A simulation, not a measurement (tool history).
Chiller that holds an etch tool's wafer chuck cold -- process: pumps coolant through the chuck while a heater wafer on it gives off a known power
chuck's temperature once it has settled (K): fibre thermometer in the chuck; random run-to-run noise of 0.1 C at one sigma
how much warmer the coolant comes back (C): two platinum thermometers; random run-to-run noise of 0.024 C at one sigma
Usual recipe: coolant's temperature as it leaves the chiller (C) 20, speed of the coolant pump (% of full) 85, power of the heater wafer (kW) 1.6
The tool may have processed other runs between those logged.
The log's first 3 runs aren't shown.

run     day  coolant's temperature as it leaves the chiller (C)  speed of the coolant pump (% of full)  power of the heater wafer (kW)  chuck's temperature once it has settled (K)  how much warmer the coolant comes back (C)
  4   6.317                                                  20                                     85                           0.964                                       300.55                                        2.11
  5   8.425                                                  20                                     85                           0.964                                       300.75                                        2.14
  6   9.933                                                  12                                     85                             1.6                                       297.55                                        3.51
  7  11.625                                                  20                                     85                           1.468                                       304.55                                        3.21
  8  13.788                                                  20                                     85                           1.468                                       304.45                                        3.22
  9  15.046                                                  20                                     85                             1.6                                       305.65                                        3.49
     15.279  -- chiller's thermometer calibrated
 10  18.042                                                  20                                     79                             1.6                                       306.05                                         3.8
 11  19.554                                                  28                                     85                             1.6                                       313.65                                        3.54
 12  21.625                                                  20                                     85                           1.962                                       308.35                                        4.29
 13  23.096                                                  20                                     85                           1.962                                       308.15                                        4.32
 14  25.054                                                  20                                     85                             1.6                                       305.35                                        3.56
     25.375  -- chiller's thermometer calibrated, once more
 15  26.579                                                  20                                     85                             1.6                                       305.55                                        3.52
 16  27.933                                                  10                                     85                             1.6                                       295.65                                        3.51
 17  29.333                                                  16                                     85                           1.277                                       299.05                                        2.86

Run 18 has not been measured yet. What should we expect?
 18  31.212                                                  13                                     73                           2.202                                            ?                                           ?

{"run 18": {"chuck's temperature once it has settled (K)": 305.25, "how much warmer the coolant comes back (C)": 5.6}}
With the hidden condition absent and the run-to-run variation left alone, this run would have shown chuck's temperature once it has settled (K) 303.65, how much warmer the coolant comes back (C) 5.54.
